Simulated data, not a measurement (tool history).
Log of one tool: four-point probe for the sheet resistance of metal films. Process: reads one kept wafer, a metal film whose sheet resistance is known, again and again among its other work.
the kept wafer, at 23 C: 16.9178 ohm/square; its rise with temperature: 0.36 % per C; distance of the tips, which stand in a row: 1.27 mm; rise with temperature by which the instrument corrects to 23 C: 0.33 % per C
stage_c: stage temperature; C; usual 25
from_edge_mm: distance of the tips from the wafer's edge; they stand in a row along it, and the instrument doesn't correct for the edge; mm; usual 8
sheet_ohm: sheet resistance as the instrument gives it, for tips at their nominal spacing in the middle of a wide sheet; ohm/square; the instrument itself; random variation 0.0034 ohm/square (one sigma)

run 1 day=0 | stage_c=25 from_edge_mm=8 | sheet_ohm=17.13704
run 2 day=1.821 | stage_c=25 from_edge_mm=8 | sheet_ohm=17.141149
run 3 day=3.629 | stage_c=25 from_edge_mm=8 | sheet_ohm=17.137912
run 4 day=5.608 | stage_c=25 from_edge_mm=8 | sheet_ohm=17.136414
run 5 day=6.425 | stage_c=25 from_edge_mm=8 | sheet_ohm=17.135668
run 6 day=8.221 | stage_c=25 from_edge_mm=8 | sheet_ohm=17.134432
run 7 day=9.817 | stage_c=28 from_edge_mm=8 | sheet_ohm=17.142977
run 8 day=10.988 | stage_c=28 from_edge_mm=8 | sheet_ohm=17.143769
run 9 day=12.312 | stage_c=28 from_edge_mm=8 | sheet_ohm=17.144396
-- day=12.933 stage's thermometer calibrated
run 10 day=14.338 | stage_c=28 from_edge_mm=8 | sheet_ohm=17.127969
run 11 day=15.492 | stage_c=25 from_edge_mm=8 | sheet_ohm=17.111963
run 12 day=16.454 | stage_c=29 from_edge_mm=24 | sheet_ohm=16.928502
run 13 day=17.796 | stage_c=29 from_edge_mm=24 | sheet_ohm=16.92488
run 14 day=19.304 | stage_c=32 from_edge_mm=11 | sheet_ohm=17.036731
run 15 day=21.058 | stage_c=24 from_edge_mm=5 | sheet_ohm=17.450908
run 16 day=23.054 | stage_c=24 from_edge_mm=37 | sheet_ohm=16.895633
run 17 day=24.242 | stage_c=22 from_edge_mm=5 | sheet_ohm=17.441717
run 18 day=25.533 | stage_c=22 from_edge_mm=5 | sheet_ohm=17.43818
run 19 day=26.846 | stage_c=19 from_edge_mm=11 | sheet_ohm=16.98699
run 20 day=27.825 | stage_c=19 from_edge_mm=11 | sheet_ohm=16.987324
run 21 day=29.5 | stage_c=20 from_edge_mm=11 | sheet_ohm=16.985057
run 22 day=30.629 | stage_c=23 from_edge_mm=29 | sheet_ohm=16.894097

Some steps in sheet_ohm between neighbouring runs. How much of each would the tool show without its hidden state too (settings, what came in, random variation), and how much is left for the hidden state, with any gauge scatter that isn't in both results?
The hidden state here: inner tips' distance over the nominal, %; tips' flats over new ones', %; wafer's true temperature over the reading, C; drift of the gauge itself on sheet_ohm, %.
Run 9 -> 10: stage's thermometer calibrated. sheet_ohm -0.016427 ohm/square: hidden state -0.022805, all else +0.006378.
Run 15 -> 16: from_edge_mm 5 -> 37. sheet_ohm -0.555275 ohm/square: hidden state +0.001095, all else -0.55637.
Run 16 -> 17: stage_c 24 -> 22, from_edge_mm 37 -> 5. sheet_ohm +0.546084 ohm/square: hidden state -0.00125, all else +0.547334.
